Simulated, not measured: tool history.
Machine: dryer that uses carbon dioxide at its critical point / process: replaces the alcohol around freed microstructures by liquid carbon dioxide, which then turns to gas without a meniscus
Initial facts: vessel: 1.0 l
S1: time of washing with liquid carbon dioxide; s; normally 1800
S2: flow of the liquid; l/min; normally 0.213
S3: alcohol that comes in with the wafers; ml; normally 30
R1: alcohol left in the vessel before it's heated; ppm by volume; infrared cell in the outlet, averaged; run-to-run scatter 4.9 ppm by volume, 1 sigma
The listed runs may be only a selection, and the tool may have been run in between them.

run 1 hour=0 | S1=1800 S2=0.213 S3=30 | R1=68
run 2 hour=9.3 | S1=1800 S2=0.213 S3=30 | R1=66
run 3 hour=21.5 | S1=1800 S2=0.213 S3=82 | R1=165
run 4 hour=33.4 | S1=1800 S2=0.213 S3=82 | R1=188
run 5 hour=41.9 | S1=1440 S2=0.213 S3=30 | R1=222
run 6 hour=49.4 | S1=1440 S2=0.213 S3=30 | R1=217
run 7 hour=58.4 | S1=1440 S2=0.213 S3=30 | R1=228
run 8 hour=65.2 | S1=1800 S2=0.176 S3=30 | R1=198
run 9 hour=71.4 | S1=1800 S2=0.213 S3=50 | R1=120
run 10 hour=79.7 | S1=1260 S2=0.213 S3=30 | R1=419
run 11 hour=85.9 | S1=1800 S2=0.186 S3=30 | R1=155
run 12 hour=94.9 | S1=2460 S2=0.213 S3=30 | R1=22
run 13 hour=100.4 | S1=2460 S2=0.213 S3=30 | R1=15
run 14 hour=106.1 | S1=2460 S2=0.213 S3=30 | R1=25
run 15 hour=114.2 | S1=1800 S2=0.213 S3=30 | R1=79
run 16 hour=119.7 | S1=1800 S2=0.28 S3=30 | R1=19
run 17 hour=129.3 | S1=2160 S2=0.28 S3=30 | R1=17
run 18 hour=139.5 | S1=2160 S2=0.28 S3=30 | R1=19
run 19 hour=145.4 | S1=1800 S2=0.149 S3=30 | R1=442
run 20 hour=156.2 | S1=1800 S2=0.149 S3=30 | R1=453
run 21 hour=162.3 | S1=1800 S2=0.149 S3=30 | R1=450
run 22 hour=174.4 | S1=2760 S2=0.213 S3=30 | R1=19
run 23 hour=185.3 | S1=1080 S2=0.132 S3=26 | R1=2739
run 24 hour=190.5 | S1=1080 S2=0.132 S3=26 | R1=2745
run 25 hour=201.3 | S1=2340 S2=0.167 S3=53 | R1=134
run 26 hour=211.7 | S1=1800 S2=0.154 S3=30 | R1=418
run 27 hour=219.5 | S1=2040 S2=0.209 S3=30 | R1=59
run 28 hour=227.8 | S1=2580 S2=0.209 S3=30 | R1=22
run 29 hour=239.6 | S1=1980 S2=0.209 S3=106 | R1=212
run 30 hour=245.9 | S1=1980 S2=0.209 S3=106 | R1=207
run 31 hour=254.7 | S1=1980 S2=0.209 S3=106 | R1=222
run 32 hour=261.5 | S1=1800 S2=0.213 S3=24 | R1=79
run 33 hour=267.5 | S1=1740 S2=0.162 S3=84 | R1=1158
run 34 hour=279.7 | S1=2340 S2=0.239 S3=97 | R1=42
run 35 hour=285.9 | S1=1800 S2=0.34 S3=92 | R1=23
run 36 hour=292.2 | S1=2280 S2=0.213 S3=47 | R1=47
run 37 hour=300 | S1=1320 S2=0.213 S3=30 | R1=476
run 38 hour=305.5 | S1=1200 S2=0.262 S3=77 | R1=750
-- hour=308.6 inlet filter changed
run 39 hour=318.7 | S1=1620 S2=0.213 S3=71 | R1=257
run 40 hour=327.4 | S1=1620 S2=0.213 S3=71 | R1=261
run 41 hour=336.6 | S1=1620 S2=0.336 S3=87 | R1=35
run 42 hour=343.1 | S1=1380 S2=0.142 S3=87 | R1=3331
run 43 hour=349.1 | S1=2760 S2=0.249 S3=86 | R1=23

Branching from run 43: 3 alternative next runs. What would each branch give?
run A hour=354 | S1=2640 S2=0.226 S3=26 | R1=?
run B hour=354 | S1=2760 S2=0.136 S3=75 | R1=?
run C hour=354 | S1=1260 S2=0.213 S3=98 | R1=?

run=A R1=25
run=B R1=159
run=C R1=1209
The same runs, with their run-to-run variation unchanged, on a tool lacking any hidden condition would have given:
run=A R1=12
run=B R1=134
run=C R1=1125
